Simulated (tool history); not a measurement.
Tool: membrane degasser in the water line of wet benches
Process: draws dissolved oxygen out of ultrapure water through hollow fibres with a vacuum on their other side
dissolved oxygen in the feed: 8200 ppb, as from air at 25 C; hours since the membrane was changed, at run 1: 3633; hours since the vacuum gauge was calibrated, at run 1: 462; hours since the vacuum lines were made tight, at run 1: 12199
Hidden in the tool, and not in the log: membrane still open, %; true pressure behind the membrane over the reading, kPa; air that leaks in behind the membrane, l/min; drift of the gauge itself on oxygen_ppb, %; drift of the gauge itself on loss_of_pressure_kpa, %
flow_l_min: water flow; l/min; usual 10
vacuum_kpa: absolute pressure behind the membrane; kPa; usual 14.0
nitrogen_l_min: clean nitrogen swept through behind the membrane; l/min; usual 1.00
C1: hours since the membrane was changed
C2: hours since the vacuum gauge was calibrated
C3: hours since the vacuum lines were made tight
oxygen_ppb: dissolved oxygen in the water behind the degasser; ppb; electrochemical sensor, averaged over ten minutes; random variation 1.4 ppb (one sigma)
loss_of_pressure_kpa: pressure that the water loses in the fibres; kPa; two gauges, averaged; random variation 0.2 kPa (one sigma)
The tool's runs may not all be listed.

run 1 hour=0.0 | flow_l_min=10 vacuum_kpa=14.0 nitrogen_l_min=1.00 | C1=3633 C2=462 C3=12199 | oxygen_ppb=283.5 loss_of_pressure_kpa=44.21
run 2 hour=108.7 | flow_l_min=10 vacuum_kpa=14.0 nitrogen_l_min=1.00 | C1=3742 C2=571 C3=12307 | oxygen_ppb=283.7 loss_of_pressure_kpa=44.25
run 3 hour=160.2 | flow_l_min=10 vacuum_kpa=14.0 nitrogen_l_min=1.00 | C1=3793 C2=622 C3=12359 | oxygen_ppb=284.2 loss_of_pressure_kpa=44.65
run 4 hour=223.3 | flow_l_min=10 vacuum_kpa=14.0 nitrogen_l_min=1.00 | C1=3857 C2=685 C3=12422 | oxygen_ppb=285.2 loss_of_pressure_kpa=44.34
run 5 hour=334.8 | flow_l_min=10 vacuum_kpa=14.0 nitrogen_l_min=1.00 | C1=3968 C2=797 C3=12534 | oxygen_ppb=283.8 loss_of_pressure_kpa=44.33
run 6 hour=445.0 | flow_l_min=6 vacuum_kpa=14.0 nitrogen_l_min=1.00 | C1=4078 C2=907 C3=12644 | oxygen_ppb=180.1 loss_of_pressure_kpa=26.71
run 7 hour=557.9 | flow_l_min=10 vacuum_kpa=14.0 nitrogen_l_min=1.00 | C1=4191 C2=1020 C3=12757 | oxygen_ppb=285.5 loss_of_pressure_kpa=44.18
run 8 hour=620.5 | flow_l_min=10 vacuum_kpa=14.8 nitrogen_l_min=1.00 | C1=4254 C2=1083 C3=12819 | oxygen_ppb=304.9 loss_of_pressure_kpa=44.54
-- hour=706.5 seals of the vacuum lines changed
run 9 hour=719.4 | flow_l_min=10 vacuum_kpa=14.0 nitrogen_l_min=1.00 | C1=4351 C2=1179 C3=13 | oxygen_ppb=268.9 loss_of_pressure_kpa=44.36
run 10 hour=780.0 | flow_l_min=10 vacuum_kpa=14.0 nitrogen_l_min=1.00 | C1=4411 C2=1240 C3=74 | oxygen_ppb=268.3 loss_of_pressure_kpa=44.56
-- hour=788.9 vacuum gauge calibrated
run 11 hour=876.8 | flow_l_min=10 vacuum_kpa=14.0 nitrogen_l_min=1.00 | C1=4508 C2=88 C3=170 | oxygen_ppb=270.5 loss_of_pressure_kpa=44.51
run 12 hour=927.8 | flow_l_min=10 vacuum_kpa=16.5 nitrogen_l_min=1.00 | C1=4559 C2=139 C3=221 | oxygen_ppb=323.3 loss_of_pressure_kpa=44.17
run 13 hour=993.8 | flow_l_min=10 vacuum_kpa=16.5 nitrogen_l_min=1.00 | C1=4625 C2=205 C3=287 | oxygen_ppb=326.7 loss_of_pressure_kpa=44.45
run 14 hour=1098.2 | flow_l_min=10 vacuum_kpa=14.0 nitrogen_l_min=1.00 | C1=4729 C2=309 C3=391 | oxygen_ppb=273.1 loss_of_pressure_kpa=44.71
run 15 hour=1150.6 | flow_l_min=10 vacuum_kpa=14.0 nitrogen_l_min=1.00 | C1=4781 C2=362 C3=444 | oxygen_ppb=272.3 loss_of_pressure_kpa=44.62
run 16 hour=1241.6 | flow_l_min=10 vacuum_kpa=14.0 nitrogen_l_min=1.00 | C1=4872 C2=453 C3=535 | oxygen_ppb=269.6 loss_of_pressure_kpa=44.49
-- hour=1294.6 vacuum gauge calibrated, once more
run 17 hour=1329.3 | flow_l_min=9 vacuum_kpa=9.0 nitrogen_l_min=2.99 | C1=4960 C2=35 C3=622 | oxygen_ppb=58.3 loss_of_pressure_kpa=40.14
run 18 hour=1436.2 | flow_l_min=8 vacuum_kpa=11.4 nitrogen_l_min=1.19 | C1=5066 C2=142 C3=729 | oxygen_ppb=141.3 loss_of_pressure_kpa=35.45
run 19 hour=1483.6 | flow_l_min=10 vacuum_kpa=10.9 nitrogen_l_min=2.37 | C1=5114 C2=189 C3=776 | oxygen_ppb=99.4 loss_of_pressure_kpa=44.42
run 20 hour=1536.0 | flow_l_min=10 vacuum_kpa=10.9 nitrogen_l_min=2.37 | C1=5166 C2=241 C3=828 | oxygen_ppb=99.5 loss_of_pressure_kpa=44.57
run 21 hour=1596.9 | flow_l_min=10 vacuum_kpa=10.9 nitrogen_l_min=2.37 | C1=5227 C2=302 C3=889 | oxygen_ppb=99.6 loss_of_pressure_kpa=44.96
run 22 hour=1648.4 | flow_l_min=15 vacuum_kpa=10.9 nitrogen_l_min=2.37 | C1=5279 C2=354 C3=941 | oxygen_ppb=176.5 loss_of_pressure_kpa=66.91
run 23 hour=1762.7 | flow_l_min=15 vacuum_kpa=10.9 nitrogen_l_min=2.37 | C1=5393 C2=468 C3=1055 | oxygen_ppb=173.7 loss_of_pressure_kpa=66.97
run 24 hour=1873.2 | flow_l_min=15 vacuum_kpa=10.9 nitrogen_l_min=2.37 | C1=5503 C2=579 C3=1166 | oxygen_ppb=174.0 loss_of_pressure_kpa=67.55
run 25 hour=1982.1 | flow_l_min=7 vacuum_kpa=22.9 nitrogen_l_min=1.00 | C1=5612 C2=687 C3=1275 | oxygen_ppb=328.6 loss_of_pressure_kpa=31.44
run 26 hour=2080.3 | flow_l_min=7 vacuum_kpa=22.9 nitrogen_l_min=2.02 | C1=5710 C2=786 C3=1373 | oxygen_ppb=174.3 loss_of_pressure_kpa=31.37
run 27 hour=2155.5 | flow_l_min=11 vacuum_kpa=9.7 nitrogen_l_min=1.00 | C1=5786 C2=861 C3=1448 | oxygen_ppb=191.1 loss_of_pressure_kpa=49.53

4 ways to go on from here, each from the tool as it stands after run 27. What would each give?
run A hour=2247.0 | flow_l_min=10 vacuum_kpa=16.4 nitrogen_l_min=1.00 | C1=5877 C2=952 C3=1539 | oxygen_ppb=? loss_of_pressure_kpa=?
run B hour=2247.0 | flow_l_min=16 vacuum_kpa=18.0 nitrogen_l_min=2.14 | C1=5877 C2=952 C3=1539 | oxygen_ppb=? loss_of_pressure_kpa=?
run C hour=2247.0 | flow_l_min=11 vacuum_kpa=19.8 nitrogen_l_min=1.00 | C1=5877 C2=952 C3=1539 | oxygen_ppb=? loss_of_pressure_kpa=?
run D hour=2247.0 | flow_l_min=11 vacuum_kpa=9.7 nitrogen_l_min=1.22 | C1=5877 C2=952 C3=1539 | oxygen_ppb=? loss_of_pressure_kpa=?

run=A oxygen_ppb=322.5 loss_of_pressure_kpa=44.47
run=B oxygen_ppb=322.2 loss_of_pressure_kpa=71.44
run=C oxygen_ppb=442.3 loss_of_pressure_kpa=49.56
run=D oxygen_ppb=165.4 loss_of_pressure_kpa=49.40
Without the tool's hidden state the same runs would have given:
run=A oxygen_ppb=317.6 loss_of_pressure_kpa=43.15
run=B oxygen_ppb=312.6 loss_of_pressure_kpa=69.33
run=C oxygen_ppb=436.2 loss_of_pressure_kpa=48.10
run=D oxygen_ppb=160.8 loss_of_pressure_kpa=47.95

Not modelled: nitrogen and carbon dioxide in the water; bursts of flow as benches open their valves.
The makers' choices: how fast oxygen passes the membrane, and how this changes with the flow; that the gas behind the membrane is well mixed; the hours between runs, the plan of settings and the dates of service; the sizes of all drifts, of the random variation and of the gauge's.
